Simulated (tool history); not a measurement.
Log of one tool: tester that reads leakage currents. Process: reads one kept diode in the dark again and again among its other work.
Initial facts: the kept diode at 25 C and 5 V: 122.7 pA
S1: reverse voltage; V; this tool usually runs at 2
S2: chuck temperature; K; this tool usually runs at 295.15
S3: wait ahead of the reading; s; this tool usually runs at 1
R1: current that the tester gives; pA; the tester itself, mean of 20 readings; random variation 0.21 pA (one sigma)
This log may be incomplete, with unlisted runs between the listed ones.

Run 1, hour 0: usual settings. Result: R1 75.98 pA.
At hour 37.4: chuck's temperature calibrated.
Run 2, hour 43.4: usual settings but S2 297.15 K. Result: R1 84.34 pA.
Run 3, hour 98.9: usual settings but S3 0.35 s. Result: R1 73.15 pA.
Run 4, hour 154.8: usual settings but S3 0.35 s. Result: R1 73.19 pA.
Run 5, hour 232: usual settings but S3 0.35 s. Result: R1 73.95 pA.
Run 6, hour 304.2: usual settings but S3 0.35 s. Result: R1 74.43 pA.
Run 7, hour 359.8: usual settings but S1 1.42 V. Result: R1 63.7 pA.
Run 8, hour 423.3: usual settings but S1 1.42 V. Result: R1 64.33 pA.
Run 9, hour 482.2: usual settings but S1 2.67 V. Result: R1 84.87 pA.
Run 10, hour 550.6: usual settings but S1 2.67 V. Result: R1 85.79 pA.
Run 11, hour 589.3: usual settings but S1 2.67 V. Result: R1 85.32 pA.
Run 12, hour 668.7: usual settings but S1 2.67 V. Result: R1 86.39 pA.
Run 13, hour 740.4: usual settings but S1 2.67 V, S2 329.15 K. Result: R1 1077.15 pA.
Run 14, hour 788.5: usual settings but S1 2.67 V, S2 329.15 K. Result: R1 1082.07 pA.
Run 15, hour 823.9: usual settings but S1 2.49 V, S2 329.15 K. Result: R1 1050.88 pA.
Run 16, hour 862.8: usual settings but S1 2.49 V, S2 329.15 K. Result: R1 1052.97 pA.
Run 17, hour 924.7: usual settings but S1 2.49 V, S2 329.15 K. Result: R1 1055.49 pA.
Run 18, hour 990.3: usual settings but S1 2.49 V, S2 329.15 K. Result: R1 1058.3 pA.
Run 19, hour 1028.3: usual settings but S2 294.15 K. Result: R1 72.43 pA.
Run 20, hour 1060.5: usual settings but S1 4.83 V, S2 303.15 K. Result: R1 212.03 pA.
Run 21, hour 1108.8: usual settings but S1 4.83 V, S2 303.15 K. Result: R1 212.73 pA.
Run 22, hour 1141.9: usual settings but S1 16.35 V, S2 305.15 K, S3 1.13 s. Result: R1 424.06 pA.
At hour 1201.3: chuck's temperature calibrated.
Run 23, hour 1205.3: usual settings but S1 3.07 V, S2 305.15 K, S3 1.13 s. Result: R1 191.15 pA.
Run 24, hour 1243.6: usual settings but S1 7.26 V, S2 305.15 K, S3 1.66 s. Result: R1 277.25 pA.
Run 25, hour 1313.5: usual settings but S1 7.26 V, S2 297.15 K, S3 0.4 s. Result: R1 156.44 pA.
Run 26, hour 1387.4: usual settings but S1 8.28 V, S2 297.15 K, S3 3.03 s. Result: R1 164.96 pA.
Run 27, hour 1446.4: usual settings but S1 4.04 V, S2 305.15 K, S3 0.62 s. Result: R1 219.75 pA.
Run 28, hour 1520.2: usual settings but S1 3.7 V, S2 326.15 K, S3 0.78 s. Result: R1 977.56 pA.
Run 29, hour 1577: usual settings but S1 5.22 V, S3 4.27 s. Result: R1 116.89 pA.
Run 30, hour 1617.8: usual settings but S1 3.45 V, S2 307.15 K. Result: R1 241.84 pA.
Run 31, hour 1680.3: usual settings but S1 19.47 V. Result: R1 230.46 pA.
Run 32, hour 1746.8: usual settings but S1 5.29 V, S2 296.15 K, S3 5.41 s. Result: R1 127.85 pA.
Run 33, hour 1805.3: usual settings but S1 4.67 V, S2 302.15 K, S3 5.41 s. Result: R1 190.55 pA.
Run 34, hour 1851.7: usual settings but S1 10.33 V, S2 314.15 K, S3 3.53 s. Result: R1 648.49 pA.
Run 35, hour 1914.3: usual settings but S1 8.12 V, S2 320.15 K, S3 2.52 s. Result: R1 902.5 pA.
At hour 1952.1: probe card cleaned and baked.
Run 36, hour 1953.4: usual settings but S1 2.47 V, S2 324.15 K, S3 0.73 s. Result: R1 735.36 pA.

5 ways to go on from here, each from the tool as it stands after run 36. What would each give?
Run A, hour 2021.4: usual settings but S1 19.81 V, S2 296.15 K, S3 0.73 s. Result: R1 ?.
Run B, hour 2021.4: usual settings but S1 2.47 V, S2 324.15 K, S3 2.97 s. Result: R1 ?.
Run C, hour 2021.4: usual settings but S2 320.15 K. Result: R1 ?.
Run D, hour 2021.4: usual settings but S1 2.47 V, S2 304.15 K, S3 0.73 s. Result: R1 ?.
Run E, hour 2021.4: usual settings but S3 1.24 s. Result: R1 ?.

run      R1
  A  198.08
  B  736.81
  C  511.36
  D  165.68
  E   72.76
Stripped of hidden state, with their random variation kept, the same runs would have yielded:
run      R1
  A  181.89
  B  685.72
  C  475.29
  D  153.08
  E   66.95
